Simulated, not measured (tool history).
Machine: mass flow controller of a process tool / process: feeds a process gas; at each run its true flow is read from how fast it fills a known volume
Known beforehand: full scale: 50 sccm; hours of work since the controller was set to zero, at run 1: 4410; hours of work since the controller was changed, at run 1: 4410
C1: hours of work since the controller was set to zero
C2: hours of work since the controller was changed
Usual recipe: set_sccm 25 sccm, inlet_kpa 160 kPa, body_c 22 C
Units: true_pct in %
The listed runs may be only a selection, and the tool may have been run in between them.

run 1 hour=0.0 | set_sccm=25 inlet_kpa=160 body_c=22 | C1=4410 C2=4410 | true_pct=96.08
run 2 hour=161.8 | set_sccm=25 inlet_kpa=160 body_c=22 | C1=4536 C2=4536 | true_pct=96.02
run 3 hour=302.9 | set_sccm=11 inlet_kpa=160 body_c=22 | C1=4647 C2=4647 | true_pct=96.66
run 4 hour=560.3 | set_sccm=25 inlet_kpa=160 body_c=22 | C1=4849 C2=4849 | true_pct=95.81
run 5 hour=754.6 | set_sccm=25 inlet_kpa=160 body_c=22 | C1=5001 C2=5001 | true_pct=95.88
-- hour=961.8 controller exchanged for a calibrated one
run 6 hour=965.0 | set_sccm=25 inlet_kpa=160 body_c=22 | C1=3 C2=3 | true_pct=98.61
run 7 hour=1081.9 | set_sccm=25 inlet_kpa=160 body_c=22 | C1=94 C2=94 | true_pct=98.76
run 8 hour=1304.3 | set_sccm=25 inlet_kpa=160 body_c=22 | C1=268 C2=268 | true_pct=98.55
run 9 hour=1424.1 | set_sccm=25 inlet_kpa=160 body_c=26 | C1=362 C2=362 | true_pct=98.16
run 10 hour=1671.8 | set_sccm=25 inlet_kpa=160 body_c=26 | C1=556 C2=556 | true_pct=98.06
run 11 hour=1834.1 | set_sccm=7 inlet_kpa=160 body_c=22 | C1=683 C2=683 | true_pct=97.82
run 12 hour=2039.4 | set_sccm=7 inlet_kpa=160 body_c=24 | C1=844 C2=844 | true_pct=97.66
run 13 hour=2166.6 | set_sccm=7 inlet_kpa=192 body_c=24 | C1=944 C2=944 | true_pct=97.77
run 14 hour=2300.2 | set_sccm=7 inlet_kpa=192 body_c=24 | C1=1048 C2=1048 | true_pct=97.87
run 15 hour=2499.1 | set_sccm=18 inlet_kpa=160 body_c=22 | C1=1204 C2=1204 | true_pct=97.69
run 16 hour=2748.4 | set_sccm=25 inlet_kpa=160 body_c=34 | C1=1399 C2=1399 | true_pct=96.95
run 17 hour=2910.9 | set_sccm=25 inlet_kpa=160 body_c=22 | C1=1527 C2=1527 | true_pct=97.94
run 18 hour=3167.1 | set_sccm=8 inlet_kpa=160 body_c=22 | C1=1727 C2=1727 | true_pct=97.92
run 19 hour=3387.0 | set_sccm=8 inlet_kpa=160 body_c=22 | C1=1900 C2=1900 | true_pct=97.88
run 20 hour=3618.5 | set_sccm=25 inlet_kpa=160 body_c=22 | C1=2081 C2=2081 | true_pct=97.64
run 21 hour=3729.4 | set_sccm=25 inlet_kpa=160 body_c=22 | C1=2168 C2=2168 | true_pct=97.52
run 22 hour=3913.4 | set_sccm=25 inlet_kpa=233 body_c=22 | C1=2312 C2=2312 | true_pct=97.91
run 23 hour=4170.6 | set_sccm=25 inlet_kpa=233 body_c=22 | C1=2514 C2=2514 | true_pct=97.76
run 24 hour=4298.2 | set_sccm=25 inlet_kpa=249 body_c=22 | C1=2613 C2=2613 | true_pct=97.78
run 25 hour=4456.8 | set_sccm=25 inlet_kpa=160 body_c=26 | C1=2738 C2=2738 | true_pct=97.00
run 26 hour=4700.0 | set_sccm=25 inlet_kpa=160 body_c=26 | C1=2928 C2=2928 | true_pct=96.82
run 27 hour=4917.9 | set_sccm=25 inlet_kpa=160 body_c=26 | C1=3099 C2=3099 | true_pct=96.88
run 28 hour=5091.9 | set_sccm=32 inlet_kpa=183 body_c=36 | C1=3235 C2=3235 | true_pct=96.27
run 29 hour=5221.8 | set_sccm=36 inlet_kpa=261 body_c=26 | C1=3337 C2=3337 | true_pct=97.54
run 30 hour=5349.2 | set_sccm=32 inlet_kpa=191 body_c=33 | C1=3437 C2=3437 | true_pct=96.42

Run 31 has not been measured yet. What should we expect?
run 31 hour=5523.1 | set_sccm=32 inlet_kpa=191 body_c=33 | C1=3573 C2=3573 | true_pct=?

For run 31 the tool returned true_pct 96.36 %.
Were there no unlogged condition in the tool, this run, its random variation unchanged, would have produced true_pct 98.15 %.
